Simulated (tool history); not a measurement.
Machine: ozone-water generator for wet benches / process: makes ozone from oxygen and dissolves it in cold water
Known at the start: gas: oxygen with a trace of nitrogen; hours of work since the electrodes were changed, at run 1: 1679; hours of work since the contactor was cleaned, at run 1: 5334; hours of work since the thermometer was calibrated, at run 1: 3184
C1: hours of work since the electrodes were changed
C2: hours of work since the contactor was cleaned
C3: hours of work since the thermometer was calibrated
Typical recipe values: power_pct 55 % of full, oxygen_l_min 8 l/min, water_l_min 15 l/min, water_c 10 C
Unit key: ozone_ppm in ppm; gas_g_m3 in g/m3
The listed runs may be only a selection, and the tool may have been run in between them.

Run 1, hour 0: usual settings; C1 1679; C2 5334; C3 3184. Result: ozone_ppm 35.2 ppm, gas_g_m3 200 g/m3.
Run 2, hour 126.7: usual settings; C1 1785; C2 5440; C3 3290. Result: ozone_ppm 36 ppm, gas_g_m3 201.4 g/m3.
Run 3, hour 236.5: usual settings but water_c 15 C; C1 1877; C2 5531; C3 3382. Result: ozone_ppm 31.9 ppm, gas_g_m3 200.9 g/m3.
Run 4, hour 364.1: usual settings but water_l_min 9 l/min; C1 1983; C2 5638; C3 3488. Result: ozone_ppm 46.6 ppm, gas_g_m3 198.4 g/m3.
Run 5, hour 471.8: usual settings; C1 2073; C2 5728; C3 3578. Result: ozone_ppm 34.8 ppm, gas_g_m3 199.8 g/m3.
Run 6, hour 652.7: usual settings; C1 2224; C2 5878; C3 3729. Result: ozone_ppm 35.3 ppm, gas_g_m3 200.1 g/m3.
Run 7, hour 745.2: usual settings; C1 2301; C2 5956; C3 3806. Result: ozone_ppm 35 ppm, gas_g_m3 200.4 g/m3.
Run 8, hour 868.2: usual settings; C1 2404; C2 6058; C3 3908. Result: ozone_ppm 34.9 ppm, gas_g_m3 195.8 g/m3.
At hour 886.5: water thermometer calibrated.
Run 9, hour 960.5: usual settings; C1 2480; C2 6135; C3 62. Result: ozone_ppm 34.7 ppm, gas_g_m3 196.3 g/m3.
Run 10, hour 1075.2: usual settings; C1 2576; C2 6230; C3 157. Result: ozone_ppm 34.6 ppm, gas_g_m3 196 g/m3.
Run 11, hour 1163.2: usual settings but power_pct 69 % of full, oxygen_l_min 8.85 l/min, water_l_min 22 l/min, water_c 5 C; C1 2649; C2 6304; C3 231. Result: ozone_ppm 32.6 ppm, gas_g_m3 213.5 g/m3.
Run 12, hour 1265.8: usual settings but power_pct 72 % of full, oxygen_l_min 9.36 l/min; C1 2735; C2 6389; C3 316. Result: ozone_ppm 39.7 ppm, gas_g_m3 212.1 g/m3.
Run 13, hour 1347.8: usual settings but power_pct 79 % of full, oxygen_l_min 14.05 l/min, water_l_min 14 l/min, water_c 8 C; C1 2803; C2 6458; C3 385. Result: ozone_ppm 43.5 ppm, gas_g_m3 187.9 g/m3.
At hour 1414.9: water thermometer calibrated, once more.
Run 14, hour 1537.5: usual settings but power_pct 42 % of full, oxygen_l_min 11.17 l/min, water_l_min 10 l/min, water_c 9 C; C1 2961; C2 6616; C3 102. Result: ozone_ppm 37.6 ppm, gas_g_m3 147.6 g/m3.
Run 15, hour 1707: usual settings but water_l_min 17 l/min; C1 3102; C2 6757; C3 244. Result: ozone_ppm 32 ppm, gas_g_m3 196.5 g/m3.
Run 16, hour 1798.7: usual settings but power_pct 88 % of full, oxygen_l_min 6.27 l/min, water_l_min 10 l/min, water_c 18 C; C1 3179; C2 6834; C3 320. Result: ozone_ppm 47.4 ppm, gas_g_m3 274.5 g/m3.
Run 17, hour 1880: usual settings but power_pct 88 % of full, oxygen_l_min 6.27 l/min, water_l_min 12 l/min, water_c 18 C; C1 3247; C2 6901; C3 388. Result: ozone_ppm 43.2 ppm, gas_g_m3 276.6 g/m3.
Run 18, hour 2040.6: usual settings but power_pct 88 % of full, oxygen_l_min 6.27 l/min, water_l_min 12 l/min, water_c 18 C; C1 3381; C2 7035; C3 522. Result: ozone_ppm 42.6 ppm, gas_g_m3 276.1 g/m3.
Run 19, hour 2189.3: usual settings but power_pct 88 % of full, oxygen_l_min 6.27 l/min, water_l_min 12 l/min, water_c 18 C; C1 3505; C2 7159; C3 646. Result: ozone_ppm 42.3 ppm, gas_g_m3 272.1 g/m3.

Consider 3 possible next runs. They are alternatives, not a sequence: every one starts from the tool as it was left by run 19. What does each give?
Run A, hour 2338.9: usual settings but power_pct 44 % of full, oxygen_l_min 6.27 l/min, water_l_min 12 l/min, water_c 18 C; C1 3629; C2 7284; C3 771. Result: ozone_ppm ?, gas_g_m3 ?.
Run B, hour 2338.9: usual settings but oxygen_l_min 7.37 l/min, water_l_min 9 l/min; C1 3629; C2 7284; C3 771. Result: ozone_ppm ?, gas_g_m3 ?.
Run C, hour 2338.9: usual settings but power_pct 68 % of full, oxygen_l_min 6.27 l/min, water_l_min 12 l/min, water_c 18 C; C1 3629; C2 7284; C3 771. Result: ozone_ppm ?, gas_g_m3 ?.

run  ozone_ppm  gas_g_m3
  A       29.8       190
  B       45.8     198.9
  C       37.3     240.1
Take away the tool's hidden state, keep each run's random variation, and the runs would have read:
run  ozone_ppm  gas_g_m3
  A       32.7     199.4
  B       50.4     210.4
  C       41.6     255.9
